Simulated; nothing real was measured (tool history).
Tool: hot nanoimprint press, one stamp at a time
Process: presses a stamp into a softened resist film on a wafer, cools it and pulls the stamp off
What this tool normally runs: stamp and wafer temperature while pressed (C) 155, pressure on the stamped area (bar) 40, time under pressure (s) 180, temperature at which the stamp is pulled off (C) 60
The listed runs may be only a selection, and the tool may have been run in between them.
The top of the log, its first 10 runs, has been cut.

run     day  stamp and wafer temperature while pressed (C)  pressure on the stamped area (bar)  time under pressure (s)  temperature at which the stamp is pulled off (C)  hours of work since the thermocouple was calibrated  imprints on the stamp's release coat  hours of work since the press's seals were changed  resist left under the stamp's widest pad (Å)  greatest force while the stamp is pulled off (N)
 11  10.767                                            155                                45.5                      180                                                60                                                  117                                   766                                                 252                                          1263                                               287
 12  11.992                                            155                                  40                      180                                                60                                                  135                                   820                                                 270                                          1347                                               293
 13  12.792                                            155                                  40                      180                                                60                                                  146                                   854                                                 281                                          1358                                               296
 14  14.083                                            155                                  40                      231                                                60                                                  165                                   911                                                 300                                          1239                                               309
 15  15.321                                            155                                26.6                      180                                                60                                                  183                                   965                                                 318                                          1657                                               309
 16  16.146                                            155                                26.6                      180                                                60                                                  195                                  1001                                                 330                                          1658                                               326
 17  17.438                                            155                                26.6                      115                                                60                                                  213                                  1057                                                 348                                          1833                                               325
 18  18.083                                            161                                  40                      180                                                48                                                  222                                  1085                                                 358                                          1028                                               427
 19  19.362                                            165                                49.8                      306                                                52                                                  241                                  1141                                                 376                                           624                                               389
 20  20.179                                            165                                49.8                      306                                                52                                                  252                                  1177                                                 388                                           615                                               414
 21  21.008                                            165                                49.8                      306                                                52                                                  264                                  1213                                                 400                                           607                                               410
 22  22.192                                            145                                29.9                      223                                                47                                                  281                                  1264                                                 417                                          2111                                               458
 23  23.271                                            162                                  40                      135                                                60                                                  297                                  1311                                                 432                                          1076                                               355
 24  24.204                                            150                                51.4                       98                                                53                                                  310                                  1352                                                 445                                          1772                                               425
 25  25.288                                            161                                51.4                      184                                                53                                                  326                                  1399                                                 461                                           890                                               436
 26  26.646                                            161                                51.4                      184                                                53                                                  345                                  1458                                                 481                                           894                                               440
 27  27.408                                            160                                51.4                      184                                                64                                                  356                                  1492                                                 492                                           935                                               339
 28  28.579                                            160                                51.4                      184                                                64                                                  373                                  1543                                                 508                                           935                                               347
 29    29.7                                            160                                51.4                      184                                                64                                                  389                                  1592                                                 524                                           947                                               344
 30  30.579                                            160                                37.2                      184                                                64                                                  402                                  1630                                                 537                                          1134                                               351
 31  31.267                                            157                                37.2                      114                                                62                                                  412                                  1660                                                 547                                          1486                                               370

Predict each of these 3 candidate next runs independently; none follows another, all start after run 31:
  A  32.138                                            157                                  40                      180                                                60                                                  424                                  1698                                                 559                                             ?                                                 ?
  B  32.138                                            155                                30.9                      106                                                58                                                  424                                  1698                                                 559                                             ?                                                 ?
  C  32.138                                            155                                27.3                       91                                                62                                                  424                                  1698                                                 559                                             ?                                                 ?

run  resist left under the stamp's widest pad (Å)  greatest force while the stamp is pulled off (N)
  A                                          1265                                               403
  B                                          1777                                               414
  C                                          1898                                               368
Had the tool no hidden state, the same runs would have come out as:
run  resist left under the stamp's widest pad (Å)  greatest force while the stamp is pulled off (N)
  A                                          1212                                               211
  B                                          1724                                               217
  C                                          1851                                               193
